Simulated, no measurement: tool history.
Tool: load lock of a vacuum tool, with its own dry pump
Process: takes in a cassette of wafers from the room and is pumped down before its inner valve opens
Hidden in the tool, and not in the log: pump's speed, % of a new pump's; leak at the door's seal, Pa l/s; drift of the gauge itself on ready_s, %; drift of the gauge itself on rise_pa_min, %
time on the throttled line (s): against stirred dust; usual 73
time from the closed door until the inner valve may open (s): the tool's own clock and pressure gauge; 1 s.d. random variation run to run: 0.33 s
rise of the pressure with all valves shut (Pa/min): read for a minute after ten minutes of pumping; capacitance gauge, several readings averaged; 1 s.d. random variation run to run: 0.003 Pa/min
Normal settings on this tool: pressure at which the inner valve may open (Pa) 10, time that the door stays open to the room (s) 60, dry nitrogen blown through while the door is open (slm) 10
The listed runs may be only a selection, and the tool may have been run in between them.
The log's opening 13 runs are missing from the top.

run,hour,time on the throttled line (s),pressure at which the inner valve may open (Pa),time that the door stays open to the room (s),dry nitrogen blown through while the door is open (slm),hours that the pump has run since its overhaul,times that the door has closed on its seal,"incoming humidity of the room's air, %",time from the closed door until the inner valve may open (s),rise of the pressure with all valves shut (Pa/min)
14,1587.3,73,10,60,10,11126,16212,47.1,140.6,0.160
15,1676.2,73,10,60,10,11215,16382,43.8,141.1,0.150
16,1847.2,73,10,60,10,11386,16708,42.8,140.4,0.166
17,1959.4,73,10,60,10,11498,16923,48.6,140.5,0.166
18,2093.5,73,10,60,10,11632,17179,44.8,140.4,0.168
19,2264.6,77,10,60,11,11803,17506,45.7,144.7,0.172
20,2384.2,111,19,26,11,11923,17734,43.6,166.6,0.161
21,2455.9,83,10,60,10,11994,17871,48.2,149.1,0.180
22,2606.8,52,15,60,10,12145,18160,44.8,120.2,0.178
23,2685.4,43,17,60,10,12224,18310,47.0,111.1,0.178
24,2790.6,43,18,92,40,12329,18511,43.2,110.7,0.166
25,2927.8,43,18,92,40,12466,18773,43.5,110.5,0.177
26,3020.6,43,18,92,40,12559,18950,46.9,110.4,0.173
27,3182.7,106,17,229,9,12721,19260,46.7,165.1,0.213
28,3322.5,100,9,234,6,12861,19527,44.6,165.0,0.224
29,3426.2,49,10,60,12,12965,19725,47.2,121.2,0.195
30,3517.8,49,10,60,12,13056,19900,41.9,121.4,0.181
31,3670.4,69,18,129,10,13209,20192,44.8,132.7,0.210
32,3802.3,69,18,129,10,13341,20444,50.9,132.7,0.217
33,3973.8,121,14,60,10,13512,20772,45.7,178.9,0.203
34,4078.7,73,7,60,4,13617,20972,45.3,146.1,0.215
35,4252.4,73,14,60,4,13791,21304,47.1,138.5,0.222
36,4387.1,62,7,129,13,13926,21562,44.8,136.2,0.217

Alternative continuations, all from the tool just after run 36; predict every row:
A,4554.2,78,10,155,20,14093,21881,44.2,?,?
B,4554.2,62,12,76,5,14093,21881,41.6,?,?
C,4554.2,79,13,60,18,14093,21881,45.2,?,?

run,time from the closed door until the inner valve may open (s),rise of the pressure with all valves shut (Pa/min)
A,146.2,0.213
B,131.2,0.223
C,144.4,0.204
Without the tool's hidden state the same runs would have given:
run,time from the closed door until the inner valve may open (s),rise of the pressure with all valves shut (Pa/min)
A,138.7,0.032
B,123.5,0.043
C,137.0,0.023
